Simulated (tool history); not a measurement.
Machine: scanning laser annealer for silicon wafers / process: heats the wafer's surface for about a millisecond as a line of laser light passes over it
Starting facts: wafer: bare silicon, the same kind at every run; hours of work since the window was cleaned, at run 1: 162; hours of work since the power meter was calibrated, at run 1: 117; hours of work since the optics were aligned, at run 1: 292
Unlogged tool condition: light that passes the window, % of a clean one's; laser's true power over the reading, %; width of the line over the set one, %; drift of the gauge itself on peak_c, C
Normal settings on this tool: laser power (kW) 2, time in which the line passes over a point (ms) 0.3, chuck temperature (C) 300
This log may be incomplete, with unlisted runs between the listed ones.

| run | hour | laser power (kW) | time in which the line passes over a point (ms) | chuck temperature (C) | hours of work since the window was cleaned | hours of work since the power meter was calibrated | hours of work since the optics were aligned | highest temperature of the surface (C) |
|---|---|---|---|---|---|---|---|---|
| 1 | 0 | 2 | 0.3 | 300 | 162 | 117 | 292 | 1056 |
| 2 | 8.3 | 2 | 0.3 | 300 | 166 | 120 | 295 | 1058 |
| 3 | 16.3 | 2 | 0.343 | 300 | 169 | 124 | 299 | 1114 |
| 4 | 23.3 | 2 | 0.343 | 300 | 172 | 127 | 302 | 1111 |
| 5 | 32.8 | 2 | 0.343 | 300 | 176 | 131 | 306 | 1114 |
| 6 | 43.7 | 2 | 0.343 | 300 | 181 | 136 | 311 | 1111 |
| 7 | 53.7 | 2 | 0.343 | 300 | 186 | 140 | 315 | 1114 |
| 8 | 61.6 | 2 | 0.301 | 300 | 189 | 144 | 319 | 1054 |
| 9 | 71 | 2 | 0.301 | 300 | 193 | 148 | 323 | 1056 |
| 10 | 78.6 | 2 | 0.301 | 300 | 196 | 151 | 326 | 1056 |
| 11 | 84.6 | 2 | 0.301 | 300 | 199 | 154 | 329 | 1059 |
| 12 | 94.6 | 2.01 | 0.335 | 319 | 203 | 158 | 333 | 1121 |
| 13 | 102.1 | 2.01 | 0.335 | 319 | 207 | 161 | 337 | 1122 |
| 14 | 109.6 | 2.01 | 0.335 | 319 | 210 | 165 | 340 | 1122 |
| 15 | 117.1 | 1.93 | 0.292 | 300 | 213 | 168 | 343 | 1018 |

The same runs without the tool's hidden state, with the same run-to-run variation:
| run | highest temperature of the surface (C) |
|---|---|
| 1 | 1073 |
| 2 | 1075 |
| 3 | 1132 |
| 4 | 1130 |
| 5 | 1132 |
| 6 | 1130 |
| 7 | 1133 |
| 8 | 1073 |
| 9 | 1075 |
| 10 | 1075 |
| 11 | 1078 |
| 12 | 1142 |
| 13 | 1143 |
| 14 | 1143 |
| 15 | 1037 |

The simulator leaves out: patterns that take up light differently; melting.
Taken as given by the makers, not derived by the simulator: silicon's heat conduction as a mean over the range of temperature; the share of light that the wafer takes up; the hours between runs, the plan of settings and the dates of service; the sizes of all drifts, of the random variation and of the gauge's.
